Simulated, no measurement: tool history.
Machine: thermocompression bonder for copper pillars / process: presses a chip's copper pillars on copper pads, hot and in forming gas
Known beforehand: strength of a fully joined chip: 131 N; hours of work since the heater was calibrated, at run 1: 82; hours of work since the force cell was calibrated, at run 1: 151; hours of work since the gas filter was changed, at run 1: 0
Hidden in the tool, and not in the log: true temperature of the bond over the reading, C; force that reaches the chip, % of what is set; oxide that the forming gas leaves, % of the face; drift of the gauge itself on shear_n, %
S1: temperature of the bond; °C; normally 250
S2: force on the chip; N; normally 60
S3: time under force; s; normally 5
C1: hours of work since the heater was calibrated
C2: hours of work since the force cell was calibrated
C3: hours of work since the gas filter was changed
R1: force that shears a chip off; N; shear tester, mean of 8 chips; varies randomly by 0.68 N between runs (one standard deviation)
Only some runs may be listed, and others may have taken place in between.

run	hour	S1	S2	S3	C1	C2	C3	R1
1	0.0	250	60	5	82	151	0	44.5
2	39.6	250	60	5	106	175	24	44.9
3	65.2	250	60	5	122	191	40	43.9
4	98.5	250	60	5	142	211	60	43.1
5	126.2	250	60	3	159	228	76	34.6
6	157.1	250	60	5	177	247	95	42.6
7	182.4	250	56	5	193	262	111	39.3
8	216.2	250	60	5	213	282	131	41.2
9	244.0	250	60	5	230	299	148	42.0
10	262.1	238	60	5	241	310	159	35.0
11	285.0	221	60	14	255	324	173	41.1
12	310.1	223	86	3	270	339	188	32.7
13	352.8	250	52	12	296	365	214	49.7
14	375.3	278	89	4	310	379	227	72.9
15	403.8	278	89	4	327	396	245	72.7
# hour 424.0: forming gas filter changed
16	443.5	278	52	10	351	420	12	68.1
17	466.2	261	68	5	364	434	26	54.0
18	507.6	261	50	8	390	459	51	47.6

Here are 3 independent what-if runs from the current tool condition. What would each one return?
A	538.3	253	47	5	408	477	69	?
B	538.3	237	41	4	408	477	69	?
C	538.3	261	62	8	408	477	69	?

run	R1
A	34.1
B	21.5
C	59.6
Take away the tool's hidden state, keep each run's random variation, and the runs would have read:
run	R1
A	37.5
B	23.9
C	64.7
